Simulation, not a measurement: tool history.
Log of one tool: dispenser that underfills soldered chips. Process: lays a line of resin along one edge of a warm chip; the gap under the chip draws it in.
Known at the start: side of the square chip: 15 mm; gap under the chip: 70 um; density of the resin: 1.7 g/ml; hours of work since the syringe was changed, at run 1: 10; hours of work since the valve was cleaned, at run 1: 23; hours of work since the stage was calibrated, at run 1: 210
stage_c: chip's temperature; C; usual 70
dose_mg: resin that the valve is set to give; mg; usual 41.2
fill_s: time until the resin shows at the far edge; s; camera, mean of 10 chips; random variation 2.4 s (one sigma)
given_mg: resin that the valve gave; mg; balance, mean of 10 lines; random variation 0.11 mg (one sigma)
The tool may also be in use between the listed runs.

run	hour	stage_c	dose_mg	hours of work since the syringe was changed	hours of work since the valve was cleaned	hours of work since the stage was calibrated	fill_s	given_mg
1	0	70	41.2	10	23	210	500.3	40.38
# hour 1.2: new syringe of resin
2	5.6	70	44.1	3	27	214	302.2	43.23
3	10.5	70	44.1	7	31	218	386.7	43.07
4	14.3	70	44.1	9	33	220	488.6	42.81
# hour 16.4: new syringe of resin
5	20.8	70	44.1	3	38	225	308.9	42.54
6	24.4	73	41.2	6	40	227	347.3	39.84
7	28	57	41.2	8	43	230	724.4	39.68
# hour 31.5: new syringe of resin
8	34.9	57	41.2	2	48	235	456.4	39.61
9	39.9	81	46.6	6	51	238	257.2	44.7
10	45.1	81	46.6	10	55	242	342	44.55
# hour 47.1: new syringe of resin
# hour 50.7: dispensing valve cleaned and set on the balance
11	52.2	85	41.2	3	1	246	185.1	41.45
12	56	64	51.4	6	4	249	447.3	51.55
13	62.7	68	41.2	10	9	254	565.9	41.08

4 ways to go on from here, each from the tool as it stands after run 13. What would each give?
# hour 63.4: new syringe of resin
A	66.2	71	49.9	2	11	256	?	?
# hour 63.4: new syringe of resin
B	66.2	58	48.2	2	11	256	?	?
# hour 63.4: new syringe of resin
C	66.2	70	41.1	2	11	256	?	?
# hour 63.4: new syringe of resin
D	66.2	58	49.5	2	11	256	?	?

run	fill_s	given_mg
A	263.9	49.56
B	417.1	47.89
C	284.6	40.97
D	416.7	49.35
Without the tool's hidden state the same runs would have given:
run	fill_s	given_mg
A	221.2	49.78
B	349.1	48.1
C	238.4	41.15
D	348.8	49.57

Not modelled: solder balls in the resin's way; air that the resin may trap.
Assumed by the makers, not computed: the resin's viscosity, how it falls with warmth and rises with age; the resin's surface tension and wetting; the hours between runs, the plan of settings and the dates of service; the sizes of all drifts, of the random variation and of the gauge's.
